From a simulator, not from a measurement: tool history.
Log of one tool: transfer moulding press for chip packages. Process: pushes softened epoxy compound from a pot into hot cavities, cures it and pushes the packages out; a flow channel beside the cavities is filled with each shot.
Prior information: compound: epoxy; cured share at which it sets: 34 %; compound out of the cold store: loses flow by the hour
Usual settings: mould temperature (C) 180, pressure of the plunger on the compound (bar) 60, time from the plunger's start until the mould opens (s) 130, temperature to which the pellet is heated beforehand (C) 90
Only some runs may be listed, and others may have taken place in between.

run	hour	mould temperature (C)	pressure of the plunger on the compound (bar)	time from the plunger's start until the mould opens (s)	temperature to which the pellet is heated beforehand (C)	incoming compound's hours out of the cold store	length that the compound runs in the flow channel (mm)	greatest force on the pins that push the packages out (N)
1	0	180	60	130	90	41.5	677	655
# hour 41.5: cavities cleaned with cleaning compound and waxed
# hour 79: plunger's sealing rings changed
2	96	180	60	130	90	34.8	723	1006
# hour 109.8: cavities cleaned with cleaning compound and waxed
3	153.3	180	60	130	90	45.8	682	711
# hour 172: mould's thermocouples calibrated
# hour 178.9: cavities cleaned with cleaning compound and waxed
4	199	180	59	130	90	10.7	814	627
# hour 244.2: cavities cleaned with cleaning compound and waxed
5	246.8	180	59	130	90	19.6	764	515
6	294.4	180	59	130	90	15.5	781	765
# hour 309.1: cavities cleaned with cleaning compound and waxed
7	358.4	180	60	130	90	17.4	771	809
# hour 373.4: cavities cleaned with cleaning compound and waxed, once more
8	425.2	180	60	130	99	30.3	718	775
# hour 436: cavities cleaned with cleaning compound and waxed
9	473.4	180	60	130	99	27.1	724	710
# hour 504.2: plunger's sealing rings changed
# hour 505.7: cavities cleaned with cleaning compound and waxed
10	526.1	180	60	130	99	45.5	686	624
# hour 572.5: cavities cleaned with cleaning compound and waxed
11	592.9	180	60	130	81	44.9	678	640
# hour 601.3: mould's thermocouples calibrated
# hour 638.1: cavities cleaned with cleaning compound and waxed
12	686.9	176	60	130	90	35.9	731	875
# hour 707.9: cavities cleaned with cleaning compound and waxed
# hour 774.9: cavities cleaned with cleaning compound and waxed
13	783.4	176	60	130	90	48	677	631
# hour 843.5: cavities cleaned with cleaning compound and waxed
14	848.4	187	60	148	86	23	726	490
15	898.8	185	60	120	90	23	728	770
# hour 913: cavities cleaned with cleaning compound and waxed
# hour 936.1: plunger's sealing rings changed
16	944.8	187	68.3	169	100	8.1	868	616
# hour 982.4: cavities cleaned with cleaning compound and waxed
17	1005.3	187	68.3	169	100	40.3	723	603
# hour 1032.4: mould's thermocouples calibrated
# hour 1048.8: cavities cleaned with cleaning compound and waxed
18	1059.8	183	52	169	100	37.6	649	505
# hour 1114.7: cavities cleaned with cleaning compound and waxed
19	1150.9	180	60	145	93	9.2	820	681
# hour 1177.9: cavities cleaned with cleaning compound and waxed
20	1234.5	180	63.1	122	95	14	804	862
# hour 1242.8: cavities cleaned with cleaning compound and waxed
21	1286.2	180	60	112	94	27	732	873
# hour 1307.8: cavities cleaned with cleaning compound and waxed
22	1339.8	180	47	112	94	12.6	691	833
# hour 1364.4: plunger's sealing rings changed
# hour 1372.7: cavities cleaned with cleaning compound and waxed
23	1414.4	180	47	112	94	23.6	684	853
# hour 1442: cavities cleaned with cleaning compound and waxed
# hour 1467.1: mould's thermocouples calibrated
24	1493.1	180	47	112	94	35.5	633	883
# hour 1507.2: cavities cleaned with cleaning compound and waxed
# hour 1570.5: cavities cleaned with cleaning compound and waxed
25	1579.5	180	51.6	134	93	37.6	651	547
26	1620.5	183	59.6	130	90	44.3	658	735

Consider 4 possible next runs. They are alternatives, not a sequence: every one starts from the tool as it was left by run 26. What does each give?
# hour 1637.9: cavities cleaned with cleaning compound and waxed
A	1677.9	183	59.6	131	90	30.3	?	?
# hour 1637.9: cavities cleaned with cleaning compound and waxed
B	1677.9	183	50.2	130	97	15.5	?	?
# hour 1637.9: cavities cleaned with cleaning compound and waxed
C	1677.9	183	59.6	130	86	10.9	?	?
# hour 1637.9: cavities cleaned with cleaning compound and waxed
D	1677.9	177	62.2	130	90	27.4	?	?

run	length that the compound runs in the flow channel (mm)	greatest force on the pins that push the packages out (N)
A	706	672
B	704	703
C	787	728
D	754	820
Without the tool's unlogged condition, the same runs would have read:
run	length that the compound runs in the flow channel (mm)	greatest force on the pins that push the packages out (N)
A	733	443
B	731	463
C	816	479
D	783	535
